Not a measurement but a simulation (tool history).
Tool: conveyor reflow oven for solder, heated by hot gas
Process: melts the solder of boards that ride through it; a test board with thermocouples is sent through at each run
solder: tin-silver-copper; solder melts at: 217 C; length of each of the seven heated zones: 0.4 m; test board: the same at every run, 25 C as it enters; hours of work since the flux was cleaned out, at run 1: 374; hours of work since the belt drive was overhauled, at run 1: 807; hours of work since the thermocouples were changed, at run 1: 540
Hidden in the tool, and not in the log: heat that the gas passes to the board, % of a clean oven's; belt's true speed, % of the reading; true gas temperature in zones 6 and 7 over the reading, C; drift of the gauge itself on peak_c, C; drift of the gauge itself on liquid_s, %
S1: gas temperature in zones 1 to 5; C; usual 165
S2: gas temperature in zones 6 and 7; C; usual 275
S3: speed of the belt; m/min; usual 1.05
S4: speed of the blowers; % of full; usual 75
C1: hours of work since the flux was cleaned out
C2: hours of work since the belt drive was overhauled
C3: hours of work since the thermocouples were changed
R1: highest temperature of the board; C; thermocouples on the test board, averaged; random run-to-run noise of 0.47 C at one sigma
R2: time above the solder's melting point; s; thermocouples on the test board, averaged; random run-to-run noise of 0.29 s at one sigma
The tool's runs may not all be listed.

{"run": 1, "hour": 0.0, "S1": 165, "S2": 275, "S3": 1.05, "S4": 75, "C1": 374, "C2": 807, "C3": 540, "R1": 250.9, "R2": 30.6}
{"run": 2, "hour": 48.0, "S1": 165, "S2": 275, "S3": 1.05, "S4": 75, "C1": 404, "C2": 837, "C3": 570, "R1": 249.5, "R2": 30.3}
{"hour": 79.8, "done": "flux residue cleaned out of gas plates and filters"}
{"run": 3, "hour": 112.4, "S1": 165, "S2": 275, "S3": 1.05, "S4": 75, "C1": 21, "C2": 875, "C3": 608, "R1": 256.0, "R2": 33.6}
{"run": 4, "hour": 155.6, "S1": 165, "S2": 275, "S3": 1.05, "S4": 75, "C1": 48, "C2": 903, "C3": 635, "R1": 254.7, "R2": 33.7}
{"run": 5, "hour": 210.4, "S1": 165, "S2": 275, "S3": 1.05, "S4": 75, "C1": 83, "C2": 938, "C3": 670, "R1": 254.7, "R2": 33.7}
{"run": 6, "hour": 254.8, "S1": 162, "S2": 275, "S3": 1.05, "S4": 75, "C1": 111, "C2": 966, "C3": 699, "R1": 253.5, "R2": 33.0}
{"run": 7, "hour": 304.1, "S1": 165, "S2": 275, "S3": 1.05, "S4": 75, "C1": 143, "C2": 997, "C3": 730, "R1": 254.2, "R2": 33.7}
{"run": 8, "hour": 349.5, "S1": 165, "S2": 275, "S3": 1.05, "S4": 75, "C1": 172, "C2": 1026, "C3": 759, "R1": 255.1, "R2": 33.6}
{"run": 9, "hour": 384.2, "S1": 153, "S2": 275, "S3": 1.05, "S4": 75, "C1": 194, "C2": 1048, "C3": 781, "R1": 251.7, "R2": 29.7}
{"hour": 407.6, "done": "thermocouples of zones 6 and 7 changed"}
{"hour": 439.2, "done": "belt drive overhauled, speed set with a stopwatch"}
{"run": 10, "hour": 465.0, "S1": 153, "S2": 275, "S3": 1.05, "S4": 75, "C1": 241, "C2": 16, "C3": 34, "R1": 247.8, "R2": 27.8}
{"run": 11, "hour": 523.9, "S1": 153, "S2": 275, "S3": 1.05, "S4": 75, "C1": 279, "C2": 54, "C3": 71, "R1": 246.8, "R2": 27.0}
{"run": 12, "hour": 582.2, "S1": 153, "S2": 275, "S3": 1.05, "S4": 75, "C1": 316, "C2": 91, "C3": 109, "R1": 246.5, "R2": 27.1}
{"run": 13, "hour": 659.6, "S1": 153, "S2": 275, "S3": 1.05, "S4": 75, "C1": 365, "C2": 140, "C3": 158, "R1": 246.6, "R2": 26.3}
{"run": 14, "hour": 708.0, "S1": 153, "S2": 275, "S3": 1.05, "S4": 75, "C1": 396, "C2": 171, "C3": 189, "R1": 246.6, "R2": 26.4}
{"hour": 747.2, "done": "flux residue cleaned out of gas plates and filters"}
{"run": 15, "hour": 788.1, "S1": 153, "S2": 275, "S3": 1.05, "S4": 75, "C1": 26, "C2": 219, "C3": 236, "R1": 252.3, "R2": 30.4}
{"run": 16, "hour": 844.2, "S1": 165, "S2": 280, "S3": 1.1, "S4": 75, "C1": 62, "C2": 255, "C3": 272, "R1": 257.1, "R2": 32.4}
{"run": 17, "hour": 896.7, "S1": 165, "S2": 280, "S3": 1.1, "S4": 75, "C1": 95, "C2": 288, "C3": 306, "R1": 255.6, "R2": 31.5}
{"run": 18, "hour": 963.2, "S1": 153, "S2": 280, "S3": 1.1, "S4": 75, "C1": 137, "C2": 330, "C3": 348, "R1": 253.8, "R2": 28.2}
{"run": 19, "hour": 995.8, "S1": 153, "S2": 280, "S3": 1.1, "S4": 90, "C1": 158, "C2": 351, "C3": 369, "R1": 257.7, "R2": 31.2}
{"run": 20, "hour": 1062.6, "S1": 165, "S2": 274, "S3": 1.05, "S4": 75, "C1": 201, "C2": 394, "C3": 411, "R1": 252.0, "R2": 31.7}
{"run": 21, "hour": 1128.5, "S1": 165, "S2": 275, "S3": 1.05, "S4": 83, "C1": 243, "C2": 436, "C3": 453, "R1": 254.0, "R2": 33.1}
{"run": 22, "hour": 1205.7, "S1": 167, "S2": 268, "S3": 1.24, "S4": 57, "C1": 292, "C2": 485, "C3": 502, "R1": 230.8, "R2": 12.8}
{"run": 23, "hour": 1264.7, "S1": 167, "S2": 268, "S3": 1.24, "S4": 57, "C1": 329, "C2": 522, "C3": 540, "R1": 229.4, "R2": 12.6}
{"run": 24, "hour": 1307.6, "S1": 167, "S2": 268, "S3": 1.24, "S4": 57, "C1": 357, "C2": 549, "C3": 567, "R1": 229.9, "R2": 12.4}
{"run": 25, "hour": 1344.8, "S1": 167, "S2": 268, "S3": 1.24, "S4": 57, "C1": 380, "C2": 573, "C3": 591, "R1": 229.2, "R2": 12.0}
{"run": 26, "hour": 1393.8, "S1": 165, "S2": 265, "S3": 1.11, "S4": 56, "C1": 411, "C2": 604, "C3": 622, "R1": 231.8, "R2": 15.3}
{"hour": 1409.5, "done": "flux residue cleaned out of gas plates and filters"}
{"run": 27, "hour": 1471.3, "S1": 165, "S2": 273, "S3": 1.05, "S4": 75, "C1": 39, "C2": 650, "C3": 668, "R1": 254.5, "R2": 32.9}
{"run": 28, "hour": 1526.4, "S1": 165, "S2": 273, "S3": 1.21, "S4": 75, "C1": 74, "C2": 686, "C3": 703, "R1": 247.2, "R2": 24.6}
{"run": 29, "hour": 1575.6, "S1": 165, "S2": 269, "S3": 1.23, "S4": 64, "C1": 106, "C2": 717, "C3": 734, "R1": 238.7, "R2": 19.1}

Hidden condition of the tool, last listed run before each entry between runs versus first listed run after:
Logged between run 2 and run 3: flux residue cleaned out of gas plates and filters (hour 79.8)
  heat that the gas passes to the board, % of a clean oven's: 82.9 -> 99.2; belt's true speed, % of the reading: 98.23 -> 98.14; true gas temperature in zones 6 and 7 over the reading, C: 1.26 -> 1.36
  measured value less the no-hidden-state value, R1: -4.6 -> +1.6 C; R2: -2.2 -> +1.4 s
Logged between run 9 and run 10: thermocouples of zones 6 and 7 changed (hour 407.6); belt drive overhauled, speed set with a stopwatch (hour 439.2)
  heat that the gas passes to the board, % of a clean oven's: 91.9 -> 89.9; belt's true speed, % of the reading: 97.74 -> 99.97; true gas temperature in zones 6 and 7 over the reading, C: 1.81 -> 0.12
  measured value less the no-hidden-state value, R1: -0.6 -> -3.8 C; R2: +0.1 -> -2.2 s
Logged between run 14 and run 15: flux residue cleaned out of gas plates and filters (hour 747.2)
  heat that the gas passes to the board, % of a clean oven's: 84.1 -> 98.6; belt's true speed, % of the reading: 99.63 -> 99.52; true gas temperature in zones 6 and 7 over the reading, C: 0.49 -> 0.63
  measured value less the no-hidden-state value, R1: -5.8 -> +0.2 C; R2: -3.6 -> +0.3 s
Logged between run 26 and run 27: flux residue cleaned out of gas plates and filters (hour 1409.5)
  heat that the gas passes to the board, % of a clean oven's: 83.1 -> 97.9; belt's true speed, % of the reading: 98.61 -> 98.5; true gas temperature in zones 6 and 7 over the reading, C: 1.61 -> 1.73
  measured value less the no-hidden-state value, R1: -3.6 -> +1.4 C; R2: -3.3 -> +1.1 s
